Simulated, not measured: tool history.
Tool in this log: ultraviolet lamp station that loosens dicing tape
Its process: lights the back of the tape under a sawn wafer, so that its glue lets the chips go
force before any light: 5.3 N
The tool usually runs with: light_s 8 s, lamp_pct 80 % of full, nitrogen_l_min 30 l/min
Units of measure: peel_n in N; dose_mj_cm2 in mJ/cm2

run 1 day=0 | light_s=8 lamp_pct=80 nitrogen_l_min=30 | peel_n=1.259 dose_mj_cm2=227
-- day=1.146 window cleaned of glue's vapour
run 2 day=1.4 | light_s=8 lamp_pct=90 nitrogen_l_min=30 | peel_n=0.869 dose_mj_cm2=293
-- day=2.6 lamp changed
run 3 day=3.612 | light_s=8 lamp_pct=63 nitrogen_l_min=30 | peel_n=0.776 dose_mj_cm2=306
run 4 day=6.008 | light_s=8 lamp_pct=80 nitrogen_l_min=30 | peel_n=0.549 dose_mj_cm2=380
run 5 day=7.267 | light_s=8 lamp_pct=80 nitrogen_l_min=30 | peel_n=0.569 dose_mj_cm2=372
run 6 day=8.892 | light_s=8 lamp_pct=80 nitrogen_l_min=30 | peel_n=0.599 dose_mj_cm2=367
run 7 day=10.629 | light_s=8 lamp_pct=80 nitrogen_l_min=30 | peel_n=0.606 dose_mj_cm2=360
run 8 day=12.129 | light_s=8 lamp_pct=80 nitrogen_l_min=30 | peel_n=0.607 dose_mj_cm2=354
run 9 day=14.433 | light_s=8 lamp_pct=80 nitrogen_l_min=30 | peel_n=0.616 dose_mj_cm2=344
run 10 day=15.512 | light_s=8 lamp_pct=80 nitrogen_l_min=15 | peel_n=1.039 dose_mj_cm2=342
run 11 day=16.629 | light_s=8 lamp_pct=80 nitrogen_l_min=30 | peel_n=0.664 dose_mj_cm2=335
run 12 day=18.288 | light_s=8 lamp_pct=88 nitrogen_l_min=30 | peel_n=0.586 dose_mj_cm2=366
run 13 day=19.479 | light_s=8 lamp_pct=88 nitrogen_l_min=30 | peel_n=0.6 dose_mj_cm2=359
-- day=20.688 window cleaned of glue's vapour
run 14 day=21.662 | light_s=6 lamp_pct=81 nitrogen_l_min=30 | peel_n=0.879 dose_mj_cm2=276
run 15 day=23.246 | light_s=8 lamp_pct=89 nitrogen_l_min=35 | peel_n=0.468 dose_mj_cm2=402

Run 16, settings as shown, results not yet in. Your forecast:
run 16 day=25.554 | light_s=8 lamp_pct=89 nitrogen_l_min=35 | peel_n=? dose_mj_cm2=?

Logged for run 16: peel_n 0.477 N, dose_mj_cm2 399 mJ/cm2.
If the tool had no hidden condition, the same run with the same run-to-run variation would have returned peel_n 0.377 N, dose_mj_cm2 462 mJ/cm2.
